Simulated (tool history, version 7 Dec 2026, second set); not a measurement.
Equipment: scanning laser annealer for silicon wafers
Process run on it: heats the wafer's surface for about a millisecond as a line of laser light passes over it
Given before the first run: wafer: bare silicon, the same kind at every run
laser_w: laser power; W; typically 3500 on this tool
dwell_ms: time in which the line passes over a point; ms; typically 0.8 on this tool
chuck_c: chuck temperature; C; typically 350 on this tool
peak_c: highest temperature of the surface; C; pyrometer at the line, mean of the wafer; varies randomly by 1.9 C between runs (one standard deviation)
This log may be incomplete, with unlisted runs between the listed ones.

run 1 day=0 | laser_w=3500 dwell_ms=0.8 chuck_c=350 | peak_c=1173
run 2 day=1.588 | laser_w=3588 dwell_ms=0.8 chuck_c=350 | peak_c=1188
run 3 day=3.342 | laser_w=3588 dwell_ms=0.8 chuck_c=350 | peak_c=1186
run 4 day=5.229 | laser_w=3588 dwell_ms=0.8 chuck_c=350 | peak_c=1183
run 5 day=6.579 | laser_w=3588 dwell_ms=0.8 chuck_c=350 | peak_c=1188
run 6 day=8.646 | laser_w=3588 dwell_ms=0.8 chuck_c=350 | peak_c=1185
run 7 day=9.804 | laser_w=3588 dwell_ms=0.8 chuck_c=350 | peak_c=1185
run 8 day=11.312 | laser_w=3057 dwell_ms=0.826 chuck_c=350 | peak_c=1064
run 9 day=13.267 | laser_w=3057 dwell_ms=0.826 chuck_c=350 | peak_c=1067
run 10 day=15.025 | laser_w=3094 dwell_ms=0.8 chuck_c=375 | peak_c=1086
run 11 day=16.092 | laser_w=3143 dwell_ms=0.984 chuck_c=342 | peak_c=1131
run 12 day=17.525 | laser_w=3143 dwell_ms=0.984 chuck_c=342 | peak_c=1134

Each row is a separate what-if for the run after 12, all from the same tool condition, not one after another. Results?
run A day=18.6 | laser_w=3715 dwell_ms=0.769 chuck_c=389 | peak_c=?
run B day=18.6 | laser_w=3143 dwell_ms=0.629 chuck_c=342 | peak_c=?
run C day=18.6 | laser_w=3657 dwell_ms=0.984 chuck_c=350 | peak_c=?
run D day=18.6 | laser_w=3429 dwell_ms=0.748 chuck_c=339 | peak_c=?

run=A peak_c=1234
run=B peak_c=991
run=C peak_c=1271
run=D peak_c=1110
Had the tool no hidden state, the same runs would have come out as:
run=A peak_c=1262
run=B peak_c=1012
run=C peak_c=1300
run=D peak_c=1135
